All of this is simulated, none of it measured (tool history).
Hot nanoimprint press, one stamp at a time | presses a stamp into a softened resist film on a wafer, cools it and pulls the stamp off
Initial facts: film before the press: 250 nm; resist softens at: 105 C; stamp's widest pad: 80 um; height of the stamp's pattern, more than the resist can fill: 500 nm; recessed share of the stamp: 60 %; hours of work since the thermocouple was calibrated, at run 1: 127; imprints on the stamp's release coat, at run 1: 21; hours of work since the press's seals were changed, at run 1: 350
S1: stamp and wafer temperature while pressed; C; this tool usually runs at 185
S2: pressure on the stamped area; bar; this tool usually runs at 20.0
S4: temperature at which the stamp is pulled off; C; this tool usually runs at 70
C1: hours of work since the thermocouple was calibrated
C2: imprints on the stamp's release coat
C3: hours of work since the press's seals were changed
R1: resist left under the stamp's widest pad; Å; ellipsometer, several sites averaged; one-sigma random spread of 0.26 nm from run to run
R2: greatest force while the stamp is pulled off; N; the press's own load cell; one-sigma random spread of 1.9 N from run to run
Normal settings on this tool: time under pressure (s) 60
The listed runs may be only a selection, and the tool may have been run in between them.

Run 1, hour 0.0: usual settings; C1 127; C2 21; C3 350. Result: R1 1398 Å, R2 158 N.
Run 2, hour 51.8: usual settings; C1 154; C2 154; C3 378. Result: R1 1393 Å, R2 155 N.
Run 3, hour 99.1: usual settings; C1 180; C2 275; C3 403. Result: R1 1403 Å, R2 156 N.
Run 4, hour 158.6: usual settings; C1 211; C2 427; C3 434. Result: R1 1404 Å, R2 154 N.
Run 5, hour 230.0: usual settings; C1 249; C2 610; C3 472. Result: R1 1403 Å, R2 155 N.
Run 6, hour 309.2: usual settings; C1 291; C2 812; C3 514. Result: R1 1405 Å, R2 157 N.
At hour 344.4: plate thermocouple calibrated.
Run 7, hour 369.6: usual settings but time under pressure (s) 120; C1 13; C2 960; C3 545. Result: R1 1118 Å, R2 156 N.
Run 8, hour 457.1: usual settings but time under pressure (s) 120; C1 60; C2 1184; C3 591. Result: R1 1121 Å, R2 158 N.
Run 9, hour 498.6: usual settings but S4 56 C; C1 82; C2 1290; C3 613. Result: R1 1407 Å, R2 218 N.
At hour 530.6: stamp cleaned and given a new release coat.
Run 10, hour 559.3: usual settings but S4 77 C; C1 111; C2 74; C3 643. Result: R1 1410 Å, R2 125 N.
Run 11, hour 602.8: usual settings but S4 77 C; C1 134; C2 185; C3 666. Result: R1 1406 Å, R2 128 N.
Run 12, hour 691.0: usual settings but time under pressure (s) 54; C1 181; C2 411; C3 713. Result: R1 1455 Å, R2 157 N.
Run 13, hour 736.4: usual settings but time under pressure (s) 54; C1 205; C2 527; C3 737. Result: R1 1454 Å, R2 155 N.
Run 14, hour 812.9: usual settings; C1 246; C2 722; C3 777. Result: R1 1409 Å, R2 157 N.
Run 15, hour 854.6: usual settings; C1 268; C2 829; C3 799. Result: R1 1413 Å, R2 158 N.
Run 16, hour 904.1: usual settings but S1 189 C, time under pressure (s) 64, S4 69 C; C1 294; C2 956; C3 826. Result: R1 1272 Å, R2 160 N.
At hour 932.8: plate thermocouple calibrated.
At hour 946.0: press's hydraulic seals changed and the load cell set to zero.
Run 17, hour 961.5: usual settings but time under pressure (s) 109; C1 11; C2 1075; C3 8. Result: R1 1170 Å, R2 161 N.
Run 18, hour 1023.5: usual settings but time under pressure (s) 109; C1 44; C2 1233; C3 41. Result: R1 1168 Å, R2 157 N.
At hour 1074.9: stamp cleaned and given a new release coat.
Run 19, hour 1086.0: usual settings but time under pressure (s) 109; C1 74; C2 28; C3 71. Result: R1 1169 Å, R2 157 N.
Run 20, hour 1160.6: usual settings but time under pressure (s) 109; C1 114; C2 219; C3 111. Result: R1 1171 Å, R2 158 N.
Run 21, hour 1231.2: usual settings but S1 183 C, time under pressure (s) 95, S4 75 C; C1 151; C2 400; C3 148. Result: R1 1289 Å, R2 136 N.
Run 22, hour 1319.6: usual settings but S1 175 C, S2 17.3 bar, time under pressure (s) 36, S4 75 C; C1 198; C2 626; C3 195. Result: R1 2033 Å, R2 135 N.
Run 23, hour 1378.7: usual settings but S1 175 C, S2 15.4 bar, time under pressure (s) 36, S4 73 C; C1 230; C2 777; C3 227. Result: R1 2092 Å, R2 145 N.
Run 24, hour 1429.8: usual settings but time under pressure (s) 76, S4 63 C; C1 257; C2 908; C3 254. Result: R1 1317 Å, R2 189 N.
Run 25, hour 1508.0: usual settings but S2 15.1 bar, time under pressure (s) 76, S4 63 C; C1 298; C2 1108; C3 296. Result: R1 1505 Å, R2 188 N.
At hour 1528.9: plate thermocouple calibrated.
Run 26, hour 1552.4: usual settings but S2 15.1 bar, time under pressure (s) 76, S4 63 C; C1 12; C2 1214; C3 317. Result: R1 1508 Å, R2 188 N.
Run 27, hour 1590.7: usual settings but S1 196 C, S2 30.6 bar, time under pressure (s) 57, S4 71 C; C1 33; C2 1312; C3 338. Result: R1 914 Å, R2 154 N.
At hour 1611.3: stamp cleaned and given a new release coat.
Run 28, hour 1642.3: usual settings but S1 187 C, S2 23.6 bar, time under pressure (s) 103, S4 67 C; C1 57; C2 79; C3 362. Result: R1 1049 Å, R2 167 N.
Run 29, hour 1698.7: usual settings but S2 27.5 bar; C1 87; C2 224; C3 392. Result: R1 1219 Å, R2 156 N.
Run 30, hour 1789.1: usual settings but S2 27.5 bar; C1 135; C2 455; C3 440. Result: R1 1222 Å, R2 158 N.

Pick out some run-to-run changes in R1. Of each, how much would a tool without hidden state show as well, from the settings, what came in and chance, and how much is left for the hidden state and any gauge scatter not in both results compared?
Hidden state present: true temperature over the reading, C; pressure that arrives at the usual setting, %; grip of the stamp's worn release coat, % over a new coat's; drift of the gauge itself on residual_nm, %; drift of the gauge itself on pull_off_n, %.
Run 21 -> 22: S1 183 -> 175, S2 20.0 -> 17.3, time under pressure (s) 95 -> 36. R1 +744 Å: hidden state +13, all else +731.
Run 23 -> 24: S1 175 -> 185, S2 15.4 -> 20.0, time under pressure (s) 36 -> 76, S4 73 -> 63. R1 -775 Å: hidden state -11, all else -764.
Run 26 -> 27: S1 185 -> 196, S2 15.1 -> 30.6, time under pressure (s) 76 -> 57, S4 63 -> 71. R1 -594 Å: hidden state -10, all else -584.
